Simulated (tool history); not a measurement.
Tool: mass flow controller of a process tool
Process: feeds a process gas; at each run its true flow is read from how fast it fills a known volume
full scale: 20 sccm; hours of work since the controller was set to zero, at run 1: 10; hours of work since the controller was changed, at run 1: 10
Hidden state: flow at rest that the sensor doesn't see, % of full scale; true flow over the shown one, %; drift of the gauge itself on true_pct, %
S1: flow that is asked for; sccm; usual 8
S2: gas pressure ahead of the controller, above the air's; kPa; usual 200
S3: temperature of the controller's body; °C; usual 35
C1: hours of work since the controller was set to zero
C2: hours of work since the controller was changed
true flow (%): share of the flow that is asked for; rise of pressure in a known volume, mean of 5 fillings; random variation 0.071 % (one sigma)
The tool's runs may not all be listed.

run 1 hour=0.0 | S1=8 S2=200 S3=35 | C1=10 C2=10 | true_flow_(%)=99.39
run 2 hour=42.9 | S1=8 S2=200 S3=35 | C1=26 C2=26 | true_flow_(%)=99.39
run 3 hour=109.0 | S1=8 S2=200 S3=35 | C1=51 C2=51 | true_flow_(%)=99.48
run 4 hour=176.0 | S1=8 S2=200 S3=35 | C1=77 C2=77 | true_flow_(%)=99.44
run 5 hour=217.0 | S1=8 S2=200 S3=35 | C1=92 C2=92 | true_flow_(%)=99.40
run 6 hour=295.6 | S1=8 S2=200 S3=35 | C1=122 C2=122 | true_flow_(%)=99.43
run 7 hour=366.4 | S1=8 S2=200 S3=35 | C1=149 C2=149 | true_flow_(%)=99.48
run 8 hour=436.7 | S1=8 S2=200 S3=35 | C1=175 C2=175 | true_flow_(%)=99.26
run 9 hour=476.8 | S1=11 S2=200 S3=35 | C1=191 C2=191 | true_flow_(%)=99.79
run 10 hour=551.3 | S1=11 S2=200 S3=35 | C1=219 C2=219 | true_flow_(%)=99.79
run 11 hour=626.7 | S1=11 S2=200 S3=35 | C1=248 C2=248 | true_flow_(%)=99.73
run 12 hour=703.2 | S1=11 S2=200 S3=35 | C1=277 C2=277 | true_flow_(%)=99.90
run 13 hour=761.3 | S1=11 S2=200 S3=35 | C1=299 C2=299 | true_flow_(%)=99.79
run 14 hour=838.4 | S1=11 S2=200 S3=35 | C1=328 C2=328 | true_flow_(%)=99.77
run 15 hour=885.9 | S1=11 S2=200 S3=35 | C1=346 C2=346 | true_flow_(%)=99.92
run 16 hour=921.4 | S1=11 S2=200 S3=35 | C1=359 C2=359 | true_flow_(%)=99.91
run 17 hour=965.8 | S1=11 S2=200 S3=35 | C1=376 C2=376 | true_flow_(%)=99.74
run 18 hour=1007.7 | S1=11 S2=200 S3=35 | C1=392 C2=392 | true_flow_(%)=99.79
run 19 hour=1048.9 | S1=11 S2=200 S3=35 | C1=408 C2=408 | true_flow_(%)=99.91
run 20 hour=1103.4 | S1=11 S2=200 S3=35 | C1=428 C2=428 | true_flow_(%)=99.77
run 21 hour=1139.7 | S1=8 S2=252 S3=35 | C1=442 C2=442 | true_flow_(%)=99.96
run 22 hour=1177.6 | S1=8 S2=252 S3=35 | C1=457 C2=457 | true_flow_(%)=99.83
run 23 hour=1214.9 | S1=8 S2=252 S3=35 | C1=471 C2=471 | true_flow_(%)=99.84
run 24 hour=1253.3 | S1=8 S2=252 S3=35 | C1=485 C2=485 | true_flow_(%)=99.87
run 25 hour=1326.8 | S1=8 S2=265 S3=35 | C1=513 C2=513 | true_flow_(%)=99.94
run 26 hour=1386.0 | S1=12 S2=249 S3=35 | C1=536 C2=536 | true_flow_(%)=100.23
run 27 hour=1447.8 | S1=4 S2=151 S3=26 | C1=559 C2=559 | true_flow_(%)=98.36
run 28 hour=1520.1 | S1=4 S2=268 S3=25 | C1=586 C2=586 | true_flow_(%)=98.89
run 29 hour=1588.5 | S1=5 S2=268 S3=32 | C1=612 C2=612 | true_flow_(%)=99.57
run 30 hour=1644.2 | S1=3 S2=162 S3=33 | C1=634 C2=634 | true_flow_(%)=98.88
run 31 hour=1723.7 | S1=8 S2=231 S3=21 | C1=664 C2=664 | true_flow_(%)=98.68
run 32 hour=1780.7 | S1=4 S2=214 S3=37 | C1=685 C2=685 | true_flow_(%)=99.52
run 33 hour=1864.0 | S1=4 S2=214 S3=37 | C1=717 C2=717 | true_flow_(%)=99.61
-- hour=1872.2 controller's zero set anew
run 34 hour=1935.0 | S1=4 S2=214 S3=37 | C1=24 C2=744 | true_flow_(%)=99.66
run 35 hour=2018.5 | S1=11 S2=208 S3=35 | C1=56 C2=775 | true_flow_(%)=100.04
-- hour=2084.4 controller's zero set anew, once more
run 36 hour=2101.4 | S1=11 S2=208 S3=35 | C1=6 C2=807 | true_flow_(%)=99.99
run 37 hour=2172.1 | S1=5 S2=212 S3=23 | C1=33 C2=833 | true_flow_(%)=98.62
run 38 hour=2206.7 | S1=13 S2=243 S3=39 | C1=46 C2=847 | true_flow_(%)=100.71
run 39 hour=2263.7 | S1=13 S2=243 S3=39 | C1=68 C2=868 | true_flow_(%)=100.73
run 40 hour=2328.3 | S1=5 S2=152 S3=24 | C1=92 C2=893 | true_flow_(%)=98.36
run 41 hour=2396.0 | S1=8 S2=185 S3=37 | C1=118 C2=918 | true_flow_(%)=99.85
run 42 hour=2465.3 | S1=8 S2=245 S3=35 | C1=144 C2=945 | true_flow_(%)=100.00
run 43 hour=2548.1 | S1=8 S2=245 S3=35 | C1=176 C2=976 | true_flow_(%)=100.05
run 44 hour=2613.3 | S1=15 S2=164 S3=38 | C1=201 C2=1001 | true_flow_(%)=100.45
run 45 hour=2664.5 | S1=8 S2=234 S3=35 | C1=220 C2=1020 | true_flow_(%)=99.90
run 46 hour=2735.9 | S1=8 S2=234 S3=35 | C1=247 C2=1047 | true_flow_(%)=99.93
run 47 hour=2788.8 | S1=8 S2=234 S3=26 | C1=267 C2=1067 | true_flow_(%)=99.39
run 48 hour=2858.0 | S1=8 S2=234 S3=26 | C1=293 C2=1094 | true_flow_(%)=99.32
run 49 hour=2932.0 | S1=8 S2=173 S3=35 | C1=321 C2=1122 | true_flow_(%)=99.54
run 50 hour=2977.2 | S1=8 S2=173 S3=35 | C1=339 C2=1139 | true_flow_(%)=99.49

3 ways to go on from here, each from the tool as it stands after run 50. What would each give?
run A hour=3040.7 | S1=8 S2=173 S3=24 | C1=363 C2=1163 | true_flow_(%)=?
run B hour=3040.7 | S1=8 S2=200 S3=40 | C1=363 C2=1163 | true_flow_(%)=?
run C hour=3040.7 | S1=5 S2=173 S3=24 | C1=363 C2=1163 | true_flow_(%)=?

run=A true_flow_(%)=98.77
run=B true_flow_(%)=100.07
run=C true_flow_(%)=98.55
Without the tool's hidden state the same runs would have given:
run=A true_flow_(%)=98.40
run=B true_flow_(%)=99.71
run=C true_flow_(%)=98.04
